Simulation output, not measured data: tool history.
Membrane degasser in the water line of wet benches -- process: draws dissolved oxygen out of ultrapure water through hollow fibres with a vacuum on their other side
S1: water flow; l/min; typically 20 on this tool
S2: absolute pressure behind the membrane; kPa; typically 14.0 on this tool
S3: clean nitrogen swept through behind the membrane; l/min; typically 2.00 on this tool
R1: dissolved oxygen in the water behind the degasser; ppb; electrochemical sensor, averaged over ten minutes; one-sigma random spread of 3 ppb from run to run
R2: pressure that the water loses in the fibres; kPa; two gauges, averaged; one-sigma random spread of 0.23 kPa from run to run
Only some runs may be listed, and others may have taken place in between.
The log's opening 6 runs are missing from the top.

| run | hour | S1 | S2 | S3 | R1 | R2 |
|---|---|---|---|---|---|---|
|  | 236.4 | vacuum gauge calibrated, once more |
| 7 | 268.3 | 20 | 14.0 | 1.29 | 420.7 | 60.10 |
| 8 | 313.0 | 20 | 14.0 | 1.29 | 418.9 | 60.05 |
| 9 | 358.0 | 16 | 14.0 | 2.00 | 232.2 | 48.52 |
| 10 | 418.8 | 16 | 14.0 | 2.00 | 231.5 | 48.12 |
| 11 | 455.7 | 16 | 14.0 | 2.00 | 234.0 | 48.28 |
| 12 | 489.6 | 20 | 22.1 | 2.00 | 476.9 | 60.60 |
| 13 | 541.8 | 20 | 14.0 | 2.00 | 304.6 | 60.36 |
| 14 | 578.0 | 31 | 14.0 | 2.00 | 496.4 | 93.52 |
| 15 | 611.9 | 31 | 14.0 | 2.00 | 486.6 | 93.26 |
| 16 | 660.4 | 31 | 14.0 | 2.00 | 493.7 | 93.35 |
| 17 | 712.6 | 31 | 14.0 | 2.00 | 494.6 | 93.92 |
| 18 | 739.0 | 18 | 14.0 | 2.00 | 268.6 | 53.90 |
| 19 | 793.5 | 17 | 17.8 | 1.99 | 325.6 | 51.39 |
| 20 | 849.0 | 17 | 17.8 | 1.99 | 320.5 | 51.44 |
| 21 | 905.0 | 17 | 17.8 | 1.99 | 323.2 | 51.41 |
| 22 | 965.2 | 18 | 18.3 | 0.95 | 637.1 | 54.10 |
| 23 | 1006.1 | 27 | 14.0 | 1.37 | 546.7 | 81.41 |
| 24 | 1040.3 | 20 | 10.0 | 1.31 | 281.7 | 60.94 |
| 25 | 1088.6 | 20 | 10.0 | 1.31 | 286.8 | 60.51 |
| 26 | 1139.9 | 20 | 10.0 | 1.31 | 285.3 | 60.47 |
| 27 | 1202.4 | 20 | 10.0 | 1.31 | 282.4 | 60.84 |
| 28 | 1245.0 | 26 | 19.9 | 3.23 | 405.3 | 78.50 |
| 29 | 1295.9 | 15 | 14.0 | 0.98 | 393.1 | 45.56 |
| 30 | 1357.8 | 30 | 14.0 | 3.30 | 341.0 | 90.66 |
| 31 | 1392.2 | 30 | 14.0 | 3.30 | 352.6 | 91.10 |

5 ways to go on from here, each from the tool as it stands after run 31. What would each give?
| A | 1437.5 | 20 | 14.0 | 4.27 | ? | ? |
| B | 1437.5 | 30 | 11.1 | 1.71 | ? | ? |
| C | 1437.5 | 30 | 33.0 | 4.14 | ? | ? |
| D | 1437.5 | 15 | 14.0 | 3.30 | ? | ? |
| E | 1437.5 | 28 | 28.1 | 3.30 | ? | ? |

| run | R1 | R2 |
|---|---|---|
| A | 172.7 | 60.41 |
| B | 422.0 | 90.90 |
| C | 600.2 | 90.57 |
| D | 144.5 | 45.46 |
| E | 583.9 | 84.86 |
What these runs would have given with no unlogged condition in the tool:
| run | R1 | R2 |
|---|---|---|
| A | 168.3 | 59.80 |
| B | 414.1 | 89.98 |
| C | 591.7 | 89.65 |
| D | 141.0 | 45.00 |
| E | 575.6 | 84.00 |
